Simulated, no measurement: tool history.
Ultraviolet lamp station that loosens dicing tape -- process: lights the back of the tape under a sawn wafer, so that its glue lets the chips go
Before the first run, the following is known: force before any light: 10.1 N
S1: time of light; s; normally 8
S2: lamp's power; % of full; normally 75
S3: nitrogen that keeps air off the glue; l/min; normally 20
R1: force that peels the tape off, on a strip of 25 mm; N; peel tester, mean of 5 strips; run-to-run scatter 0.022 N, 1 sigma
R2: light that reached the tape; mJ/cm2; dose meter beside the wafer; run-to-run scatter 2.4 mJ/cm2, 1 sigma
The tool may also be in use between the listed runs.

| run | hour | S1 | S2 | S3 | R1 | R2 |
|---|---|---|---|---|---|---|
| 1 | 0 | 8 | 75 | 20 | 1.485 | 220 |
| 2 | 50.1 | 8 | 75 | 20 | 1.532 | 210 |
| 3 | 125.3 | 5 | 75 | 20 | 3.104 | 131 |
| 4 | 170.1 | 5 | 75 | 20 | 3.089 | 131 |
|  | 188.5 | window cleaned of glue's vapour |
| 5 | 243.8 | 8 | 75 | 20 | 1.671 | 199 |
| 6 | 290.2 | 8 | 75 | 20 | 1.776 | 196 |
| 7 | 375.2 | 8 | 75 | 20 | 1.768 | 199 |
|  | 416 | window cleaned of glue's vapour, once more |
| 8 | 429.7 | 8 | 75 | 20 | 1.372 | 221 |
| 9 | 514.8 | 8 | 75 | 20 | 1.513 | 218 |
| 10 | 601.9 | 8 | 75 | 20 | 1.501 | 214 |
| 11 | 661.6 | 8 | 75 | 20 | 1.505 | 215 |
| 12 | 700.6 | 8 | 75 | 20 | 1.534 | 212 |
| 13 | 764.8 | 14 | 72 | 20 | 0.496 | 351 |
| 14 | 809.3 | 5 | 94 | 12 | 2.742 | 162 |
| 15 | 853.3 | 8 | 94 | 37 | 0.79 | 260 |

Predict the results of run 16:
| 16 | 900.8 | 4 | 75 | 13 | ? | ? |

Run 16 produced R1 4.406 N, R2 101 mJ/cm2.
Had the tool carried no hidden state, the very same run would have given R1 3.607 N, R2 126 mJ/cm2.

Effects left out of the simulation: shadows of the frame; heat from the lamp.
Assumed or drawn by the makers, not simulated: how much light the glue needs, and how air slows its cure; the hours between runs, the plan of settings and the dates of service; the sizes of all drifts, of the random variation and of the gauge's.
